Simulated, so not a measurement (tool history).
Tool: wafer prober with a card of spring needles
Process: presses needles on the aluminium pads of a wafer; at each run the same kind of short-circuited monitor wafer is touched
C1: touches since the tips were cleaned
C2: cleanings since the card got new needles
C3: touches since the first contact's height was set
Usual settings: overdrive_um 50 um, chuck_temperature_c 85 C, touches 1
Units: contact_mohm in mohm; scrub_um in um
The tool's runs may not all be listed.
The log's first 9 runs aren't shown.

At hour 290.1: tips cleaned on abrasive film.
At hour 309.9: tips cleaned on abrasive film.
Run 10, hour 314.4: usual settings; C1 1344; C2 78; C3 56059. Result: contact_mohm 496 mohm, scrub_um 9.84 um.
At hour 328.7: tips cleaned on abrasive film.
At hour 346.8: tips cleaned on abrasive film.
Run 11, hour 349.0: usual settings but touches 2; C1 636; C2 80; C3 66207. Result: contact_mohm 380 mohm, scrub_um 9.68 um.
At hour 364.9: tips cleaned on abrasive film.
Run 12, hour 381.6: usual settings but touches 2; C1 4935; C2 81; C3 75798. Result: contact_mohm 476 mohm, scrub_um 9.81 um.
At hour 385.3: tips cleaned on abrasive film.
Run 13, hour 401.7: usual settings but touches 2; C1 4854; C2 82; C3 81703. Result: contact_mohm 479 mohm, scrub_um 9.84 um.
At hour 405.6: tips cleaned on abrasive film.
At hour 424.8: tips cleaned on abrasive film.
Run 14, hour 429.6: usual settings; C1 1393; C2 84; C3 89860. Result: contact_mohm 485 mohm, scrub_um 9.70 um.
At hour 446.0: tips cleaned on abrasive film.
Run 15, hour 457.4: usual settings; C1 3355; C2 85; C3 98044. Result: contact_mohm 580 mohm, scrub_um 9.60 um.
At hour 464.1: tips cleaned on abrasive film.
At hour 483.6: tips cleaned on abrasive film.
Run 16, hour 485.5: usual settings; C1 541; C2 87; C3 106272. Result: contact_mohm 433 mohm, scrub_um 9.68 um.
At hour 502.1: tips cleaned on abrasive film.
Run 17, hour 518.0: usual settings but chuck_temperature_c 90 C, touches 2; C1 4697; C2 88; C3 115841. Result: contact_mohm 492 mohm, scrub_um 9.50 um.
At hour 520.4: tips cleaned on abrasive film.
At hour 538.5: tips cleaned on abrasive film.
Run 18, hour 546.8: usual settings but overdrive_um 45 um, chuck_temperature_c 27 C; C1 2464; C2 90; C3 124279. Result: contact_mohm 650 mohm, scrub_um 8.37 um.
At hour 558.9: tips cleaned on abrasive film.
At hour 577.0: tips cleaned on abrasive film.
Run 19, hour 580.9: usual settings but overdrive_um 48 um; C1 1162; C2 92; C3 134286. Result: contact_mohm 531 mohm, scrub_um 8.99 um.
At hour 595.1: tips cleaned on abrasive film.
At hour 614.7: tips cleaned on abrasive film.
Run 20, hour 622.3: usual settings but chuck_temperature_c 51 C, touches 2; C1 2264; C2 94; C3 146450. Result: contact_mohm 458 mohm, scrub_um 9.37 um.
At hour 633.0: tips cleaned on abrasive film.
At hour 653.5: tips cleaned on abrasive film.
Run 21, hour 660.9: usual settings but overdrive_um 31 um, chuck_temperature_c 37 C, touches 3; C1 2165; C2 96; C3 157761. Result: contact_mohm 590 mohm, scrub_um 5.45 um.
At hour 672.8: tips cleaned on abrasive film.
Run 22, hour 684.1: usual settings but overdrive_um 42 um, chuck_temperature_c 66 C, touches 2; C1 3354; C2 97; C3 164591. Result: contact_mohm 587 mohm, scrub_um 7.69 um.
At hour 693.2: tips cleaned on abrasive film.
At hour 711.7: tips cleaned on abrasive film.
Run 23, hour 714.5: usual settings but overdrive_um 42 um, chuck_temperature_c 66 C, touches 2; C1 831; C2 99; C3 173490. Result: contact_mohm 456 mohm, scrub_um 7.61 um.
At hour 730.1: tips cleaned on abrasive film.
At hour 751.5: tips cleaned on abrasive film.
Run 24, hour 753.7: usual settings but overdrive_um 61 um, chuck_temperature_c 81 C; C1 659; C2 101; C3 185016. Result: contact_mohm 398 mohm, scrub_um 11.36 um.
At hour 770.1: tips cleaned on abrasive film.
Run 25, hour 783.0: usual settings but chuck_temperature_c 43 C; C1 3815; C2 102; C3 193635. Result: contact_mohm 647 mohm, scrub_um 9.31 um.
At hour 789.6: tips cleaned on abrasive film.
At hour 807.8: tips cleaned on abrasive film.
Run 26, hour 815.5: usual settings but chuck_temperature_c 43 C; C1 2273; C2 104; C3 203148. Result: contact_mohm 619 mohm, scrub_um 9.10 um.

The next listed run, before its measurement:
At hour 827.7: tips cleaned on abrasive film.
Run 27, hour 844.9: usual settings but overdrive_um 42 um, chuck_temperature_c 43 C; C1 5066; C2 105; C3 211798. Result: contact_mohm ?, scrub_um ?.

Run 27 gave contact_mohm 857 mohm, scrub_um 7.50 um.
Without the tool's hidden state the same run would have given contact_mohm 290 mohm, scrub_um 8.36 um.

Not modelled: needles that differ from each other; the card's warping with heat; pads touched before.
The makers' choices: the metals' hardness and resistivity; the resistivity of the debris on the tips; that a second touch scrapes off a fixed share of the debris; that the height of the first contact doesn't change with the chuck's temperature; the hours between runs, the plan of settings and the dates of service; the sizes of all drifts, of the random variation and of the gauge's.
